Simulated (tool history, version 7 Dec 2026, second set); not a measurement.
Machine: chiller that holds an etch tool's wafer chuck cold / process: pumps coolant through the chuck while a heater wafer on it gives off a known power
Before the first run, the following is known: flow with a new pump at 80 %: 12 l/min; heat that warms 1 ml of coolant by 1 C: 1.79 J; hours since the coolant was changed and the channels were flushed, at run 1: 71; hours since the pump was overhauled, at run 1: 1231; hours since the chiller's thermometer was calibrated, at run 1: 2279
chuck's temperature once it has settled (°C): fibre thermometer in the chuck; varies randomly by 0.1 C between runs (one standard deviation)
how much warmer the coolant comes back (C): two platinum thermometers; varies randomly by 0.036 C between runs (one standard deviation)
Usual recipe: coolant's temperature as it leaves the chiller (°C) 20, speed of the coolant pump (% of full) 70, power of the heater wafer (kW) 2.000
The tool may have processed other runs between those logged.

| run | hour | coolant's temperature as it leaves the chiller (°C) | speed of the coolant pump (% of full) | power of the heater wafer (kW) | hours since the coolant was changed and the channels were flushed | hours since the pump was overhauled | hours since the chiller's thermometer was calibrated | chuck's temperature once it has settled (°C) | how much warmer the coolant comes back (C) |
|---|---|---|---|---|---|---|---|---|---|
| 1 | 0.0 | 20 | 70 | 2.000 | 71 | 1231 | 2279 | 46.3 | 6.42 |
| 2 | 21.5 | 20 | 81 | 2.000 | 92 | 1253 | 2300 | 43.3 | 5.56 |
| 3 | 44.1 | 27 | 70 | 2.000 | 115 | 1275 | 2323 | 53.3 | 6.41 |
| 4 | 79.4 | 20 | 70 | 2.000 | 150 | 1311 | 2358 | 46.4 | 6.42 |
| 5 | 100.7 | 20 | 70 | 2.000 | 172 | 1332 | 2379 | 46.4 | 6.44 |
| 6 | 144.7 | 20 | 64 | 2.000 | 216 | 1376 | 2423 | 48.4 | 7.02 |
| 7 | 174.4 | 20 | 70 | 1.875 | 245 | 1406 | 2453 | 44.6 | 6.06 |
| 8 | 222.3 | 20 | 70 | 1.875 | 293 | 1454 | 2501 | 44.8 | 6.07 |
| 9 | 252.5 | 20 | 70 | 2.000 | 323 | 1484 | 2531 | 46.1 | 6.46 |
| 10 | 273.1 | 20 | 70 | 2.000 | 344 | 1504 | 2552 | 46.2 | 6.52 |
| 11 | 311.2 | 20 | 76 | 2.000 | 382 | 1542 | 2590 | 44.4 | 6.02 |
| 12 | 348.2 | 20 | 71 | 2.000 | 419 | 1579 | 2627 | 46.0 | 6.40 |
| 13 | 393.0 | 20 | 71 | 1.003 | 464 | 1624 | 2672 | 33.0 | 3.29 |
| 14 | 436.2 | 20 | 70 | 2.000 | 507 | 1667 | 2715 | 46.4 | 6.50 |
| 15 | 457.5 | 20 | 70 | 2.000 | 529 | 1689 | 2736 | 46.4 | 6.51 |

Estimate the outcome of run 16 from the log above:
| 16 | 501.7 | 20 | 70 | 2.000 | 573 | 1733 | 2780 | ? | ? |

chuck's temperature once it has settled (°C): 46.3
how much warmer the coolant comes back (C): 6.50
If the tool had no hidden condition, the same run with the same run-to-run variation would have returned chuck's temperature once it has settled (°C) 46.3, how much warmer the coolant comes back (C) 6.37.

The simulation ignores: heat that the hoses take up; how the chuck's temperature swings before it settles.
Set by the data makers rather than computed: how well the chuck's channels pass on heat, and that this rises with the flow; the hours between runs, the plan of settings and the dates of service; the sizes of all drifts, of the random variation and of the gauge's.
